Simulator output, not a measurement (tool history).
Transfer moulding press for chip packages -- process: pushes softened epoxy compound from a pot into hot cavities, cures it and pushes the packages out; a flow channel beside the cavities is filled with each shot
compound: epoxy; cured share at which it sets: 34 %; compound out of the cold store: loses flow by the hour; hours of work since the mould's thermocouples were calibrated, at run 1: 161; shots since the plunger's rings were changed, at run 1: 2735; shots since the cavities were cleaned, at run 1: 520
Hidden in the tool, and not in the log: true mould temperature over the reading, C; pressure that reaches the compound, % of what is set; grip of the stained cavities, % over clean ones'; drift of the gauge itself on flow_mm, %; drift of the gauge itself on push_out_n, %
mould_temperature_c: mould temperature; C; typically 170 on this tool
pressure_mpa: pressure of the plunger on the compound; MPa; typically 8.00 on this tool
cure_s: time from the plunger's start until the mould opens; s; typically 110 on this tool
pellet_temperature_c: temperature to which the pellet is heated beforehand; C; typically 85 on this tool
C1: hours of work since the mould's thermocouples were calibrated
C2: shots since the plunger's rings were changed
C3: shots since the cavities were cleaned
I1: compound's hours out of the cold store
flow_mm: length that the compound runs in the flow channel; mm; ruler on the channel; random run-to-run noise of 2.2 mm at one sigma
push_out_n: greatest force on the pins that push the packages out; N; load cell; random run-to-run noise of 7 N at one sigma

{"run": 1, "hour": 0.0, "mould_temperature_c": 170, "pressure_mpa": 8.0, "cure_s": 110, "pellet_temperature_c": 85, "C1": 161, "C2": 2735, "C3": 520, "I1": 21.7, "flow_mm": 704, "push_out_n": 296}
{"hour": 6.8, "done": "cavities cleaned with cleaning compound and waxed"}
{"run": 2, "hour": 14.7, "mould_temperature_c": 170, "pressure_mpa": 8.0, "cure_s": 110, "pellet_temperature_c": 85, "C1": 171, "C2": 2917, "C3": 109, "I1": 12.8, "flow_mm": 738, "push_out_n": 286}
{"run": 3, "hour": 26.2, "mould_temperature_c": 170, "pressure_mpa": 8.0, "cure_s": 110, "pellet_temperature_c": 87, "C1": 180, "C2": 3074, "C3": 266, "I1": 8.9, "flow_mm": 755, "push_out_n": 296}
{"run": 4, "hour": 37.7, "mould_temperature_c": 170, "pressure_mpa": 8.0, "cure_s": 110, "pellet_temperature_c": 87, "C1": 189, "C2": 3232, "C3": 424, "I1": 37.1, "flow_mm": 659, "push_out_n": 291}
{"hour": 52.3, "done": "cavities cleaned with cleaning compound and waxed"}
{"run": 5, "hour": 53.6, "mould_temperature_c": 170, "pressure_mpa": 8.0, "cure_s": 110, "pellet_temperature_c": 87, "C1": 199, "C2": 3430, "C3": 18, "I1": 14.5, "flow_mm": 731, "push_out_n": 292}
{"run": 6, "hour": 66.8, "mould_temperature_c": 170, "pressure_mpa": 8.0, "cure_s": 110, "pellet_temperature_c": 85, "C1": 209, "C2": 3611, "C3": 199, "I1": 44.5, "flow_mm": 636, "push_out_n": 278}
{"run": 7, "hour": 84.7, "mould_temperature_c": 170, "pressure_mpa": 8.0, "cure_s": 110, "pellet_temperature_c": 85, "C1": 223, "C2": 3856, "C3": 444, "I1": 17.2, "flow_mm": 724, "push_out_n": 292}
{"run": 8, "hour": 93.0, "mould_temperature_c": 170, "pressure_mpa": 8.0, "cure_s": 110, "pellet_temperature_c": 85, "C1": 229, "C2": 3971, "C3": 559, "I1": 14.4, "flow_mm": 731, "push_out_n": 290}
{"hour": 98.3, "done": "plunger's sealing rings changed"}
{"hour": 99.8, "done": "cavities cleaned with cleaning compound and waxed"}
{"run": 9, "hour": 113.7, "mould_temperature_c": 170, "pressure_mpa": 8.0, "cure_s": 110, "pellet_temperature_c": 85, "C1": 242, "C2": 190, "C3": 190, "I1": 42.0, "flow_mm": 641, "push_out_n": 287}
{"run": 10, "hour": 128.3, "mould_temperature_c": 170, "pressure_mpa": 8.0, "cure_s": 114, "pellet_temperature_c": 85, "C1": 253, "C2": 390, "C3": 390, "I1": 28.1, "flow_mm": 688, "push_out_n": 281}
{"hour": 145.5, "done": "cavities cleaned with cleaning compound and waxed"}
{"run": 11, "hour": 146.6, "mould_temperature_c": 170, "pressure_mpa": 8.0, "cure_s": 110, "pellet_temperature_c": 85, "C1": 265, "C2": 621, "C3": 16, "I1": 29.3, "flow_mm": 684, "push_out_n": 271}
{"run": 12, "hour": 157.0, "mould_temperature_c": 174, "pressure_mpa": 9.08, "cure_s": 144, "pellet_temperature_c": 79, "C1": 273, "C2": 763, "C3": 158, "I1": 14.3, "flow_mm": 764, "push_out_n": 279}
{"run": 13, "hour": 164.6, "mould_temperature_c": 174, "pressure_mpa": 8.66, "cure_s": 110, "pellet_temperature_c": 80, "C1": 279, "C2": 867, "C3": 262, "I1": 23.8, "flow_mm": 716, "push_out_n": 277}
{"run": 14, "hour": 182.9, "mould_temperature_c": 171, "pressure_mpa": 9.09, "cure_s": 129, "pellet_temperature_c": 86, "C1": 293, "C2": 1119, "C3": 514, "I1": 23.3, "flow_mm": 747, "push_out_n": 268}
{"hour": 190.4, "done": "cavities cleaned with cleaning compound and waxed"}
{"run": 15, "hour": 201.9, "mould_temperature_c": 167, "pressure_mpa": 9.62, "cure_s": 124, "pellet_temperature_c": 84, "C1": 306, "C2": 1359, "C3": 157, "I1": 34.8, "flow_mm": 738, "push_out_n": 280}
{"run": 16, "hour": 210.0, "mould_temperature_c": 170, "pressure_mpa": 8.0, "cure_s": 110, "pellet_temperature_c": 80, "C1": 312, "C2": 1470, "C3": 268, "I1": 38.5, "flow_mm": 653, "push_out_n": 289}
{"run": 17, "hour": 227.8, "mould_temperature_c": 172, "pressure_mpa": 9.13, "cure_s": 96, "pellet_temperature_c": 90, "C1": 325, "C2": 1715, "C3": 513, "I1": 39.0, "flow_mm": 699, "push_out_n": 296}
{"hour": 236.5, "done": "cavities cleaned with cleaning compound and waxed"}
{"run": 18, "hour": 242.5, "mould_temperature_c": 172, "pressure_mpa": 9.13, "cure_s": 96, "pellet_temperature_c": 90, "C1": 335, "C2": 1896, "C3": 83, "I1": 14.5, "flow_mm": 774, "push_out_n": 304}
{"run": 19, "hour": 258.5, "mould_temperature_c": 167, "pressure_mpa": 9.78, "cure_s": 91, "pellet_temperature_c": 90, "C1": 347, "C2": 2115, "C3": 302, "I1": 25.4, "flow_mm": 775, "push_out_n": 444}
{"run": 20, "hour": 267.6, "mould_temperature_c": 168, "pressure_mpa": 9.78, "cure_s": 91, "pellet_temperature_c": 79, "C1": 354, "C2": 2240, "C3": 427, "I1": 34.8, "flow_mm": 747, "push_out_n": 396}
{"hour": 281.3, "done": "cavities cleaned with cleaning compound and waxed"}
{"run": 21, "hour": 281.3, "mould_temperature_c": 164, "pressure_mpa": 9.45, "cure_s": 95, "pellet_temperature_c": 79, "C1": 364, "C2": 2407, "C3": 0, "I1": 23.1, "flow_mm": 782, "push_out_n": 526}

Below are 4 alternative next runs, each starting from the tool's condition after run 21. Predict each:
{"run": "A", "hour": 299.6, "mould_temperature_c": 175, "pressure_mpa": 8.0, "cure_s": 104, "pellet_temperature_c": 94, "C1": 377, "C2": 2658, "C3": 251, "I1": 39.0, "flow_mm": "?", "push_out_n": "?"}
{"run": "B", "hour": 299.6, "mould_temperature_c": 170, "pressure_mpa": 6.04, "cure_s": 95, "pellet_temperature_c": 82, "C1": 377, "C2": 2658, "C3": 251, "I1": 37.1, "flow_mm": "?", "push_out_n": "?"}
{"run": "C", "hour": 299.6, "mould_temperature_c": 169, "pressure_mpa": 9.45, "cure_s": 132, "pellet_temperature_c": 79, "C1": 377, "C2": 2658, "C3": 251, "I1": 43.3, "flow_mm": "?", "push_out_n": "?"}
{"run": "D", "hour": 299.6, "mould_temperature_c": 164, "pressure_mpa": 7.56, "cure_s": 95, "pellet_temperature_c": 79, "C1": 377, "C2": 2658, "C3": 251, "I1": 35.7, "flow_mm": "?", "push_out_n": "?"}

run=A flow_mm=640 push_out_n=274
run=B flow_mm=571 push_out_n=336
run=C flow_mm=696 push_out_n=267
run=D flow_mm=660 push_out_n=481
What these runs would have given with no unlogged condition in the tool:
run=A flow_mm=640 push_out_n=273
run=B flow_mm=571 push_out_n=335
run=C flow_mm=696 push_out_n=266
run=D flow_mm=661 push_out_n=479
